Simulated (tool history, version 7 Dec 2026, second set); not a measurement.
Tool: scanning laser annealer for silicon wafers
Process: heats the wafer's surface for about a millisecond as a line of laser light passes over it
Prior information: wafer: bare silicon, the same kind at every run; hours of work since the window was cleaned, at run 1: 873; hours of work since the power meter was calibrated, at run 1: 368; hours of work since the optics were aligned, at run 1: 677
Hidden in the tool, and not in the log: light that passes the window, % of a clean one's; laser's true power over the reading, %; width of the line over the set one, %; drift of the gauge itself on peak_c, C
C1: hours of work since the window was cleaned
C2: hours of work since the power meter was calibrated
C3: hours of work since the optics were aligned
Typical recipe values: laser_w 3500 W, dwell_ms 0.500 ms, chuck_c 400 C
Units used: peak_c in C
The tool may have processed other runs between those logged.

run 1 hour=0.0 | laser_w=3500 dwell_ms=0.500 chuck_c=400 | C1=873 C2=368 C3=677 | peak_c=1138
run 2 hour=12.1 | laser_w=3500 dwell_ms=0.500 chuck_c=400 | C1=882 C2=377 C3=686 | peak_c=1134
run 3 hour=29.9 | laser_w=2987 dwell_ms=0.500 chuck_c=400 | C1=896 C2=391 C3=700 | peak_c=1011
-- hour=35.8 optics aligned, line set to its width
run 4 hour=45.0 | laser_w=3500 dwell_ms=0.500 chuck_c=400 | C1=904 C2=398 C3=7 | peak_c=1134
run 5 hour=64.5 | laser_w=3500 dwell_ms=0.500 chuck_c=400 | C1=918 C2=413 C3=22 | peak_c=1134
run 6 hour=75.9 | laser_w=3500 dwell_ms=0.500 chuck_c=400 | C1=927 C2=422 C3=30 | peak_c=1134
run 7 hour=93.4 | laser_w=3500 dwell_ms=0.500 chuck_c=400 | C1=940 C2=435 C3=44 | peak_c=1132
run 8 hour=103.1 | laser_w=3500 dwell_ms=0.500 chuck_c=400 | C1=948 C2=442 C3=51 | peak_c=1136
-- hour=108.2 window over the wafer cleaned
run 9 hour=124.5 | laser_w=3500 dwell_ms=0.500 chuck_c=400 | C1=12 C2=457 C3=66 | peak_c=1158
run 10 hour=139.6 | laser_w=3500 dwell_ms=0.500 chuck_c=400 | C1=24 C2=469 C3=77 | peak_c=1159
-- hour=149.5 optics aligned, line set to its width, once more
run 11 hour=158.1 | laser_w=3500 dwell_ms=0.510 chuck_c=400 | C1=34 C2=479 C3=6 | peak_c=1179
run 12 hour=178.0 | laser_w=3196 dwell_ms=0.500 chuck_c=400 | C1=49 C2=494 C3=22 | peak_c=1092
run 13 hour=188.8 | laser_w=3196 dwell_ms=0.500 chuck_c=400 | C1=57 C2=502 C3=30 | peak_c=1092
run 14 hour=204.1 | laser_w=3500 dwell_ms=0.411 chuck_c=400 | C1=69 C2=514 C3=41 | peak_c=1098
run 15 hour=213.4 | laser_w=3500 dwell_ms=0.411 chuck_c=400 | C1=76 C2=521 C3=48 | peak_c=1091
run 16 hour=226.7 | laser_w=3420 dwell_ms=0.411 chuck_c=362 | C1=86 C2=531 C3=58 | peak_c=1040
run 17 hour=243.2 | laser_w=3349 dwell_ms=0.411 chuck_c=414 | C1=98 C2=543 C3=71 | peak_c=1076
run 18 hour=251.5 | laser_w=3713 dwell_ms=0.454 chuck_c=379 | C1=105 C2=549 C3=77 | peak_c=1160

What if the next run were any one of these 3? Each begins from the tool's condition after run 18:
run A hour=270.2 | laser_w=3500 dwell_ms=0.469 chuck_c=400 | C1=119 C2=564 C3=91 | peak_c=?
run B hour=270.2 | laser_w=3198 dwell_ms=0.454 chuck_c=379 | C1=119 C2=564 C3=91 | peak_c=?
run C hour=270.2 | laser_w=3104 dwell_ms=0.444 chuck_c=421 | C1=119 C2=564 C3=91 | peak_c=?

run=A peak_c=1141
run=B peak_c=1034
run=C peak_c=1044
What these runs would have given with no unlogged condition in the tool:
run=A peak_c=1143
run=B peak_c=1037
run=C peak_c=1046
